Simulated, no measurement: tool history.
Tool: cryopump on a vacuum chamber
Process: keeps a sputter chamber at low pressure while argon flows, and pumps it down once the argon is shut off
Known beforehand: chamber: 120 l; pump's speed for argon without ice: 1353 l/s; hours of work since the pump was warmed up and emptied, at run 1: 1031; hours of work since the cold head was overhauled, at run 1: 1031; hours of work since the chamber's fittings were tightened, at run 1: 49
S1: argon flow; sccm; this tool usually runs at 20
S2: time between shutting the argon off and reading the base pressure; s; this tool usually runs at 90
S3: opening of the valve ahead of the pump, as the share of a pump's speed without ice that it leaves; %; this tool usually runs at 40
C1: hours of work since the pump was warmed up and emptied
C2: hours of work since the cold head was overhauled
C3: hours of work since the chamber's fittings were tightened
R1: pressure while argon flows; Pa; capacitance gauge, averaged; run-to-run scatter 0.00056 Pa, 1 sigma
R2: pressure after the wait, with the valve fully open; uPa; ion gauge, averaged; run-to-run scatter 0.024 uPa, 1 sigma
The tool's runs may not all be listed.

| run | hour | S1 | S2 | S3 | C1 | C2 | C3 | R1 | R2 |
|---|---|---|---|---|---|---|---|---|---|
| 1 | 0 | 20 | 90 | 40 | 1031 | 1031 | 49 | 0.0702 | 1.03 |
|  | 15.2 | pump warmed up, emptied and cooled again |
| 2 | 56 | 20 | 90 | 40 | 36 | 1076 | 94 | 0.0634 | 0.96 |
| 3 | 124.4 | 20 | 90 | 56 | 96 | 1136 | 154 | 0.0452 | 1.02 |
| 4 | 169.6 | 20 | 45 | 40 | 135 | 1175 | 193 | 0.0636 | 1.68 |
| 5 | 206.2 | 20 | 90 | 40 | 167 | 1207 | 225 | 0.0637 | 0.98 |
| 6 | 246.2 | 20 | 90 | 40 | 202 | 1242 | 261 | 0.0637 | 1.03 |
| 7 | 291.3 | 20 | 90 | 40 | 242 | 1282 | 300 | 0.0636 | 1.02 |
| 8 | 349.1 | 20 | 90 | 40 | 293 | 1332 | 351 | 0.0643 | 1.02 |
| 9 | 401 | 20 | 96 | 40 | 338 | 1378 | 396 | 0.066 | 0.99 |
| 10 | 452.8 | 20 | 96 | 40 | 384 | 1423 | 442 | 0.0644 | 1 |
| 11 | 489.6 | 20 | 96 | 35 | 416 | 1456 | 474 | 0.0738 | 0.96 |
| 12 | 562.2 | 20 | 96 | 35 | 479 | 1519 | 538 | 0.0746 | 0.98 |
| 13 | 622.1 | 20 | 90 | 22 | 532 | 1572 | 590 | 0.1161 | 1.09 |
| 14 | 704.4 | 20 | 90 | 22 | 604 | 1644 | 662 | 0.1169 | 1.07 |
| 15 | 783.4 | 20 | 90 | 22 | 673 | 1713 | 731 | 0.119 | 1.12 |
| 16 | 865.5 | 20 | 90 | 22 | 745 | 1785 | 803 | 0.1185 | 1.17 |
| 17 | 920.7 | 20 | 46 | 22 | 794 | 1834 | 852 | 0.1182 | 1.82 |
| 18 | 996.8 | 14 | 86 | 16 | 860 | 1900 | 918 | 0.1124 | 1.19 |
| 19 | 1054.8 | 9 | 33 | 18 | 911 | 1951 | 969 | 0.0655 | 2.35 |
| 20 | 1134.7 | 23 | 83 | 40 | 981 | 2021 | 1039 | 0.0783 | 1.26 |
| 21 | 1174.4 | 20 | 77 | 42 | 1016 | 2056 | 1074 | 0.0658 | 1.37 |
|  | 1206.3 | pump warmed up, emptied and cooled again |
| 22 | 1233.9 | 14 | 52 | 32 | 24 | 2104 | 1122 | 0.0548 | 1.67 |
| 23 | 1275 | 17 | 36 | 35 | 60 | 2140 | 1158 | 0.0615 | 2.24 |
| 24 | 1346.9 | 8 | 224 | 16 | 123 | 2203 | 1221 | 0.0628 | 0.74 |
| 25 | 1392.6 | 9 | 24 | 17 | 163 | 2243 | 1261 | 0.0665 | 3.14 |
| 26 | 1457.3 | 12 | 53 | 36 | 220 | 2300 | 1318 | 0.0433 | 1.65 |
| 27 | 1505.9 | 12 | 53 | 36 | 263 | 2342 | 1360 | 0.0428 | 1.65 |
| 28 | 1546.9 | 12 | 53 | 36 | 299 | 2378 | 1396 | 0.0433 | 1.69 |
| 29 | 1584.7 | 9 | 138 | 43 | 332 | 2411 | 1429 | 0.0265 | 0.97 |
| 30 | 1621.6 | 22 | 298 | 43 | 364 | 2444 | 1462 | 0.0681 | 0.74 |
| 31 | 1660.1 | 22 | 298 | 43 | 398 | 2477 | 1496 | 0.0672 | 0.69 |
| 32 | 1736.3 | 40 | 115 | 55 | 465 | 2544 | 1562 | 0.0969 | 1.1 |
| 33 | 1785.7 | 20 | 144 | 40 | 508 | 2587 | 1606 | 0.0655 | 1.03 |
| 34 | 1853.5 | 20 | 90 | 60 | 567 | 2647 | 1665 | 0.0455 | 1.26 |

Predict each of these 4 candidate next runs independently; none follows another, all start after run 34:
|  | 1869 | leaking fittings of the chamber tightened, without venting |
| A | 1930.2 | 20 | 98 | 23 | 633 | 2712 | 54 | ? | ? |
|  | 1869 | leaking fittings of the chamber tightened, without venting |
| B | 1930.2 | 39 | 29 | 57 | 633 | 2712 | 54 | ? | ? |
|  | 1869 | leaking fittings of the chamber tightened, without venting |
| C | 1930.2 | 11 | 122 | 18 | 633 | 2712 | 54 | ? | ? |
|  | 1869 | leaking fittings of the chamber tightened, without venting |
| D | 1930.2 | 17 | 31 | 40 | 633 | 2712 | 54 | ? | ? |

| run | R1 | R2 |
|---|---|---|
| A | 0.1136 | 0.95 |
| B | 0.0932 | 2.47 |
| C | 0.0792 | 0.8 |
| D | 0.0564 | 2.39 |
Had the tool no hidden state, the same runs would have come out as:
| run | R1 | R2 |
|---|---|---|
| A | 0.1094 | 0.89 |
| B | 0.0849 | 2.41 |
| C | 0.0768 | 0.75 |
| D | 0.0527 | 2.33 |
